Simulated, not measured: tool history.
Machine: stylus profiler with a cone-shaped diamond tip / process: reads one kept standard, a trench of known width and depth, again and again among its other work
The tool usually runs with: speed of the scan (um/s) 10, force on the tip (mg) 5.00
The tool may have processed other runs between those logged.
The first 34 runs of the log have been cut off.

run    hour  speed of the scan (um/s)  force on the tip (mg)  depth of the trench (Å)  width of the trench's floor (um)
 35  1559.7                        14                   3.80                  10214.6                             14.03
 36  1590.2                        33                   7.73                  10353.9                             13.98
 37  1655.7                        33                   7.73                  10355.4                             14.02
 38  1700.5                        33                   7.73                  10349.6                             13.97
 39  1752.4                        22                   5.00                  10258.2                             13.93
 40  1813.2                         8                   3.63                  10204.7                             13.98
 41  1847.2                        24                  12.43                  10491.5                             13.88
 42  1877.3                        24                  12.43                  10484.6                             14.00
 43  1907.6                        24                   5.75                  10287.0                             13.89
 44  1947.1                         2                   8.91                  10389.5                             13.94
 45  2012.6                         9                   9.79                  10409.9                             13.94
 46  2057.5                         4                   2.37                  10145.0                             13.89

3 ways to go on from here, each from the tool as it stands after run 46. What would each give?
  A  2108.3                         3                  14.23                        ?                                 ?
  B  2108.3                        27                   5.13                        ?                                 ?
  C  2108.3                         4                  13.23                        ?                                 ?

run  depth of the trench (Å)  width of the trench's floor (um)
  A                  10526.4                             13.90
  B                  10258.6                             13.83
  C                  10504.2                             13.90
Stripped of hidden state, with their random variation kept, the same runs would have yielded:
run  depth of the trench (Å)  width of the trench's floor (um)
  A                  10546.4                             16.00
  B                  10278.1                             15.93
  C                  10524.2                             16.00

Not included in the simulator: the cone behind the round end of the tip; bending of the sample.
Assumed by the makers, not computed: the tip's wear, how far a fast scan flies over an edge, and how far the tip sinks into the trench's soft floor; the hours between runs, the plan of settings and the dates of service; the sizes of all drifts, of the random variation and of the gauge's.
